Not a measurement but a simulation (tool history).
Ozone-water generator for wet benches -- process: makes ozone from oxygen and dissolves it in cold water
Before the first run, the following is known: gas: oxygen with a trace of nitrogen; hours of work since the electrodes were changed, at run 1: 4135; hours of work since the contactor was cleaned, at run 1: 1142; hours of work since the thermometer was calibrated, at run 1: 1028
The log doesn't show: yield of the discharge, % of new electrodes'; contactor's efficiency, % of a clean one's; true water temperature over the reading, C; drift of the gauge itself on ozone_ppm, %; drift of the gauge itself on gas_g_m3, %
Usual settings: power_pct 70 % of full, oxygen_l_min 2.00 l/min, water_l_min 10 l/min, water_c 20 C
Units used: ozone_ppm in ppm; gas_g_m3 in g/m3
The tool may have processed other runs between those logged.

run,hour,power_pct,oxygen_l_min,water_l_min,water_c,hours of work since the electrodes were changed,hours of work since the contactor was cleaned,hours of work since the thermometer was calibrated,ozone_ppm,gas_g_m3
1,0.0,70,2.00,10,20,4135,1142,1028,13.8,166.9
2,124.0,70,2.00,10,20,4236,1243,1129,13.6,167.2
3,222.3,70,2.00,10,20,4316,1323,1209,13.6,166.6
4,293.6,70,2.00,10,20,4374,1381,1267,13.6,165.2
5,429.5,70,3.43,10,20,4484,1492,1378,14.8,135.9
6,559.9,70,3.43,10,20,4590,1598,1484,14.8,135.5
7,648.0,57,2.00,10,20,4662,1670,1556,11.4,136.9
8,751.7,57,2.00,10,20,4747,1754,1640,11.4,139.0
9,822.2,70,1.05,10,20,4804,1811,1698,11.5,212.0
10,955.8,70,2.00,10,24,4913,1920,1806,13.0,167.2
11,1082.4,70,2.00,10,14,5016,2023,1910,14.4,166.3
12,1156.6,70,2.00,10,26,5076,2084,1970,12.7,165.3
13,1236.5,70,2.00,10,19,5141,2149,2035,13.9,166.3
14,1335.0,70,2.00,8,20,5221,2229,2115,16.7,167.3
15,1499.4,89,1.15,9,18,5355,2363,2249,17.0,259.3
16,1609.7,75,1.50,9,18,5445,2452,2339,15.6,201.8

Predict the results of run 17:
17,1715.3,75,1.50,9,18,5531,2538,2425,?,?

Run 17 yielded ozone_ppm 15.7 ppm, gas_g_m3 197.8 g/m3.
Take away the tool's hidden state, keep the run-to-run variation as it was, and the same run would have given ozone_ppm 15.7 ppm, gas_g_m3 197.9 g/m3.

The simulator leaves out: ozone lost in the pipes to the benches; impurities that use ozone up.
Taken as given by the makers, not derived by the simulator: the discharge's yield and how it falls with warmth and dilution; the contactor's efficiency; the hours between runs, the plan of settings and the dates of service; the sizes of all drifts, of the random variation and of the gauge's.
